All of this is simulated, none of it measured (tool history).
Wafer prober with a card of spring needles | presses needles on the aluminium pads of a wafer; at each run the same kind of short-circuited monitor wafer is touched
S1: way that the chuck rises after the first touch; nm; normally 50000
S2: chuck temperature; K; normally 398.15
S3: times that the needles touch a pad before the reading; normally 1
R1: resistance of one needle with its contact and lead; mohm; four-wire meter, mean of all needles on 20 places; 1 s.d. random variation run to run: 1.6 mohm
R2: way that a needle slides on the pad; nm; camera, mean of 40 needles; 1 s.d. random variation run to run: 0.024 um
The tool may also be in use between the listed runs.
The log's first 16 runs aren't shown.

run	day	S1	S2	S3	R1	R2
# day 4.167: tips cleaned on abrasive film
17	4.229	50000	398.15	1	241	6860
18	4.392	50000	398.15	1	349	6860
# day 4.683: tips cleaned on abrasive film
19	4.729	50000	398.15	1	214	6850
20	5.062	50000	398.15	1	408	6870
# day 5.212: tips cleaned on abrasive film
21	5.438	37000	305.15	1	548	4990
22	5.692	50000	398.15	3	270	6810
# day 5.733: tips cleaned on abrasive film
23	5.967	35000	304.15	1	629	4700
# day 6.254: tips cleaned on abrasive film
24	6.254	62000	331.15	1	154	8550
25	6.504	62000	331.15	1	285	8530
# day 6.771: tips cleaned on abrasive film
26	6.771	44000	348.15	3	169	5910
27	7.167	56000	395.15	1	375	7660
# day 7.292: tips cleaned on abrasive film
28	7.508	56000	395.15	1	314	7640
# day 7.825: tips cleaned on abrasive film
29	7.846	56000	360.15	2	163	7610
30	8.129	56000	360.15	2	261	7670

Run 31 is up next; what results do you expect?
# day 8.346: tips cleaned on abrasive film
31	8.425	64000	370.15	2	?	?

R1: 179 mohm
R2: 8730 nm
With no hidden state in the tool, this same run would have given R1 143 mohm, R2 9160 nm.

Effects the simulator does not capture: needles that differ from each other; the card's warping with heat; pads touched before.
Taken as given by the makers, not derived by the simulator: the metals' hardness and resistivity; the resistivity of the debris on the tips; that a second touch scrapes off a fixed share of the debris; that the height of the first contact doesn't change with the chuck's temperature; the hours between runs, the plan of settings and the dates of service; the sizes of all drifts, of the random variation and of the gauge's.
